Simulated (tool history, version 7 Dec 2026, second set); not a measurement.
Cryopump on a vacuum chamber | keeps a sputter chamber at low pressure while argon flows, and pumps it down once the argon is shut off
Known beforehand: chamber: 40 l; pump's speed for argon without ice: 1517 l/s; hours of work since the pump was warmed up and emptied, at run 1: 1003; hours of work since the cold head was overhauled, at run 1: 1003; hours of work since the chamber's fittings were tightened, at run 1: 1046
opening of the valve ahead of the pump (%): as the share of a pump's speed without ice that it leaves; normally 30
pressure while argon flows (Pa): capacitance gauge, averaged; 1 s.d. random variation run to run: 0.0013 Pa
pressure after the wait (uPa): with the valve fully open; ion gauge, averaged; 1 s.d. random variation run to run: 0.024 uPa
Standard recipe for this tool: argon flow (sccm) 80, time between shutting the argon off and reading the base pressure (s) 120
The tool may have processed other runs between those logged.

run    hour  argon flow (sccm)  time between shutting the argon off and reading the base pressure (s)  opening of the valve ahead of the pump (%)  hours of work since the pump was warmed up and emptied  hours of work since the cold head was overhauled  hours of work since the chamber's fittings were tightened  pressure while argon flows (Pa)  pressure after the wait (uPa)
  1     0.0                 80                                                                    120                                          30                                                    1003                                              1003                                                       1046                           0.3452                           2.00
  2    42.9                 80                                                                    120                                          30                                                    1020                                              1020                                                       1064                           0.3453                           2.09
  3    84.2                 80                                                                    120                                          30                                                    1037                                              1037                                                       1080                           0.3445                           2.07
      100.5  -- pump warmed up, emptied and cooled again
  4   148.9                 80                                                                    120                                          30                                                      20                                              1061                                                       1105                           0.3024                           1.63
  5   191.8                 80                                                                    120                                          30                                                      37                                              1079                                                       1122                           0.3004                           1.65
  6   225.1                 80                                                                    120                                          30                                                      51                                              1092                                                       1136                           0.3006                           1.66
  7   289.9                 80                                                                    120                                          30                                                      77                                              1119                                                       1162                           0.3000                           1.61
  8   365.1                 80                                                                    120                                          30                                                     108                                              1149                                                       1193                           0.3011                           1.74
  9   398.6                 80                                                                    120                                          30                                                     122                                              1163                                                       1206                           0.3027                           1.77
 10   439.0                 80                                                                    120                                          30                                                     138                                              1179                                                       1223                           0.3024                           1.76
 11   478.0                 80                                                                    120                                          30                                                     154                                              1195                                                       1239                           0.3035                           1.77
 12   548.1                 80                                                                    120                                          30                                                     182                                              1224                                                       1267                           0.3042                           1.80
 13   602.1                 80                                                                    120                                          30                                                     204                                              1246                                                       1289                           0.3038                           1.81
 14   645.3                 80                                                                    120                                          30                                                     222                                              1264                                                       1307                           0.3029                           1.81
 15   716.8                 80                                                                    120                                          31                                                     251                                              1293                                                       1336                           0.2960                           1.78
 16   762.3                 80                                                                     22                                          30                                                     270                                              1311                                                       1355                           0.3076                           5.13
 17   808.3                 80                                                                     22                                          30                                                     288                                              1330                                                       1373                           0.3063                           5.18
 18   884.4                 80                                                                     22                                          30                                                     319                                              1361                                                       1404                           0.3056                           5.21
 19   956.4                 53                                                                    261                                          40                                                     349                                              1390                                                       1434                           0.1556                           1.61
 20  1022.8                 45                                                                    261                                          18                                                     376                                              1417                                                       1461                           0.2854                           1.58
 21  1099.2                 80                                                                     26                                          37                                                     407                                              1448                                                       1492                           0.2542                           4.46
 22  1163.3                 83                                                                     53                                          30                                                     433                                              1475                                                       1518                           0.3250                           2.93
 23  1195.4                 58                                                                    113                                          57                                                     446                                              1488                                                       1531                           0.1252                           2.14
 24  1263.2                 58                                                                    113                                          57                                                     474                                              1515                                                       1559                           0.1259                           2.16
 25  1340.8                 58                                                                    113                                          57                                                     505                                              1547                                                       1590                           0.1272                           2.22
 26  1382.5                 58                                                                    113                                          57                                                     522                                              1564                                                       1607                           0.1271                           2.19
 27  1422.7                 58                                                                    113                                          57                                                     539                                              1580                                                       1624                           0.1274                           2.33
 28  1456.6                 58                                                                    113                                          57                                                     553                                              1594                                                       1638                           0.1285                           2.22
 29  1525.2                 58                                                                    113                                          57                                                     581                                              1622                                                       1666                           0.1290                           2.28
 30  1605.1                 58                                                                    113                                          57                                                     613                                              1655                                                       1698                           0.1304                           2.24
 31  1648.7                136                                                                     46                                          32                                                     631                                              1672                                                       1716                           0.5151                           3.47
 32  1691.6                 56                                                                    123                                          30                                                     648                                              1690                                                       1733                           0.2250                           2.34
 33  1741.7                 39                                                                    191                                          60                                                     669                                              1710                                                       1754                           0.0844                           2.03

Below are 5 alternative next runs, each starting from the tool's condition after run 33. Predict each:
  A  1808.0                 39                                                                    191                                          16                                                     696                                              1737                                                       1781                                ?                              ?
  B  1808.0                105                                                                     27                                          60                                                     696                                              1737                                                       1781                                ?                              ?
  C  1808.0                 86                                                                    285                                          30                                                     696                                              1737                                                       1781                                ?                              ?
  D  1808.0                110                                                                     62                                          30                                                     696                                              1737                                                       1781                                ?                              ?
  E  1808.0                 80                                                                     23                                          30                                                     696                                              1737                                                       1781                                ?                              ?

run  pressure while argon flows (Pa)  pressure after the wait (uPa)
  A                           0.2828                           2.13
  B                           0.2297                           4.81
  C                           0.3438                           1.99
  D                           0.4425                           3.07
  E                           0.3232                           5.54
With no hidden state in the tool, these same runs would have given:
run  pressure while argon flows (Pa)  pressure after the wait (uPa)
  A                           0.2699                           0.66
  B                           0.1947                           3.34
  C                           0.3154                           0.50
  D                           0.4061                           1.58
  E                           0.2966                           4.02
